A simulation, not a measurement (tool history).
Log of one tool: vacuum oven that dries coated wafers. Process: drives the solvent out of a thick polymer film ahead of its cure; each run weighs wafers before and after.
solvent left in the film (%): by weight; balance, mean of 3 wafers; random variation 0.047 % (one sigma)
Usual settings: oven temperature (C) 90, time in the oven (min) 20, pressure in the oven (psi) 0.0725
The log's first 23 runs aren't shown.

| run | day | oven temperature (C) | time in the oven (min) | pressure in the oven (psi) | solvent left in the film (%) |
|---|---|---|---|---|---|
| 24 | 20.692 | 86 | 20 | 0.0725 | 2.61 |
| 25 | 21.629 | 90 | 28 | 0.0486 | 0.69 |
| 26 | 22.338 | 90 | 28 | 0.0486 | 0.68 |
| 27 | 23.717 | 83 | 16 | 0.0487 | 4.46 |
| 28 | 24.929 | 75 | 23 | 0.0824 | 5.11 |
| 29 | 25.679 | 81 | 12 | 0.0592 | 7.18 |
| 30 | 26.779 | 81 | 12 | 0.0592 | 7.19 |
| 31 | 27.504 | 86 | 14 | 0.0425 | 4.33 |
| 32 | 28.717 | 86 | 14 | 0.0425 | 4.34 |
| 33 | 29.946 | 90 | 20 | 0.0727 | 1.80 |
| 34 | 31.138 | 90 | 20 | 0.0727 | 1.66 |
| 35 | 32.058 | 90 | 18 | 0.0727 | 2.14 |
| 36 | 32.838 | 90 | 11 | 0.1233 | 5.04 |
| 37 | 33.962 | 90 | 11 | 0.0405 | 4.65 |
| 38 | 35.162 | 95 | 16 | 0.1247 | 1.80 |
| 39 | 35.975 | 95 | 16 | 0.1247 | 1.73 |
| 40 | 36.942 | 95 | 16 | 0.1247 | 1.89 |
| 41 | 37.717 | 90 | 13 | 0.0866 | 3.73 |
| 42 | 38.588 | 96 | 27 | 0.0822 | 0.49 |
| 43 | 39.171 | 96 | 27 | 0.0822 | 0.46 |
| 44 | 39.962 | 90 | 25 | 0.0959 | 1.16 |
| 45 | 41.188 | 88 | 21 | 0.0959 | 2.01 |
| 46 | 42.017 | 91 | 16 | 0.1781 | 2.98 |
| 47 | 43.112 | 102 | 16 | 0.1313 | 0.96 |
| 48 | 43.979 | 95 | 18 | 0.0650 | 1.24 |

Forecast each of these 3 alternatives for the next run:
| A | 45.154 | 85 | 14 | 0.0577 | ? |
| B | 45.154 | 85 | 17 | 0.0371 | ? |
| C | 45.154 | 90 | 21 | 0.0725 | ? |

| run | solvent left in the film (%) |
|---|---|
| A | 4.85 |
| B | 3.57 |
| C | 1.62 |
Without the tool's hidden state the same runs would have given:
| run | solvent left in the film (%) |
|---|---|
| A | 4.55 |
| B | 3.30 |
| C | 1.45 |
